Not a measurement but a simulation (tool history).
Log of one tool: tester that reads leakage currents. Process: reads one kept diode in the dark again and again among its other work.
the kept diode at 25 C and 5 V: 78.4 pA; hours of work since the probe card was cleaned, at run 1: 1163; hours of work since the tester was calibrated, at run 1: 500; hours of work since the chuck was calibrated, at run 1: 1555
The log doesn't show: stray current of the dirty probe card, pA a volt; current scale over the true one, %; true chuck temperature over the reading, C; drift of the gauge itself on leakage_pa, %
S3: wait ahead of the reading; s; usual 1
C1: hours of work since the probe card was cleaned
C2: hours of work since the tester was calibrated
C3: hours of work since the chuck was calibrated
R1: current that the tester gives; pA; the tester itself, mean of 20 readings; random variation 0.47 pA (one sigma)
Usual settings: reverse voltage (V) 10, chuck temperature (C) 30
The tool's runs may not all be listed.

Run 1, day 0: usual settings; C1 1163; C2 500; C3 1555. Result: R1 153.62 pA.
Run 2, day 1.008: usual settings; C1 1177; C2 514; C3 1569. Result: R1 154.8 pA.
Run 3, day 2.1: usual settings; C1 1192; C2 530; C3 1585. Result: R1 154.31 pA.
Run 4, day 2.996: usual settings; C1 1205; C2 542; C3 1598. Result: R1 153.83 pA.
Run 5, day 4.125: usual settings; C1 1221; C2 558; C3 1613. Result: R1 154.22 pA.
Run 6, day 5.029: usual settings but chuck temperature (C) 50; C1 1234; C2 571; C3 1626. Result: R1 718.56 pA.
Run 7, day 6.196: usual settings but chuck temperature (C) 50; C1 1250; C2 588; C3 1643. Result: R1 715.39 pA.
Run 8, day 7.358: usual settings but chuck temperature (C) 50; C1 1267; C2 604; C3 1659. Result: R1 718.23 pA.
Run 9, day 8.504: usual settings; C1 1283; C2 620; C3 1675. Result: R1 154.55 pA.
Run 10, day 9.079: usual settings but reverse voltage (V) 3.6, chuck temperature (C) 35, S3 7.18 s; C1 1291; C2 628; C3 1683. Result: R1 159.58 pA.
Run 11, day 9.988: usual settings but reverse voltage (V) 12.1, chuck temperature (C) 31; C1 1304; C2 641; C3 1696. Result: R1 179.77 pA.
Run 12, day 10.912: usual settings but reverse voltage (V) 12.1, chuck temperature (C) 31; C1 1317; C2 654; C3 1709. Result: R1 179.57 pA.
Run 13, day 11.725: usual settings but reverse voltage (V) 12.1, chuck temperature (C) 31; C1 1328; C2 666; C3 1721. Result: R1 179.45 pA.
Run 14, day 13.008: usual settings but reverse voltage (V) 12.1, chuck temperature (C) 31; C1 1346; C2 684; C3 1739. Result: R1 179.46 pA.
Run 15, day 13.892: usual settings but reverse voltage (V) 9.8, chuck temperature (C) 31; C1 1359; C2 696; C3 1751. Result: R1 166.23 pA.
Run 16, day 14.842: usual settings but reverse voltage (V) 9.8, chuck temperature (C) 31; C1 1372; C2 710; C3 1765. Result: R1 165.78 pA.
Run 17, day 16.05: usual settings but chuck temperature (C) 23; C1 1389; C2 727; C3 1782. Result: R1 86.43 pA.

Forecast each of these 4 alternatives for the next run:
Run A, day 16.708: usual settings but reverse voltage (V) 4.6, S3 2.04 s; C1 1398; C2 736; C3 1791. Result: R1 ?.
Run B, day 16.708: usual settings but chuck temperature (C) 52, S3 0.79 s; C1 1398; C2 736; C3 1791. Result: R1 ?.
Run C, day 16.708: usual settings but chuck temperature (C) 21, S3 0.47 s; C1 1398; C2 736; C3 1791. Result: R1 ?.
Run D, day 16.708: usual settings but reverse voltage (V) 3.1, S3 0.88 s; C1 1398; C2 736; C3 1791. Result: R1 ?.

run      R1
  A  116.57
  B  826.29
  C   75.17
  D  101.48
Without the tool's hidden state the same runs would have given:
run      R1
  A  116.58
  B  826.64
  C   75.09
  D  101.51
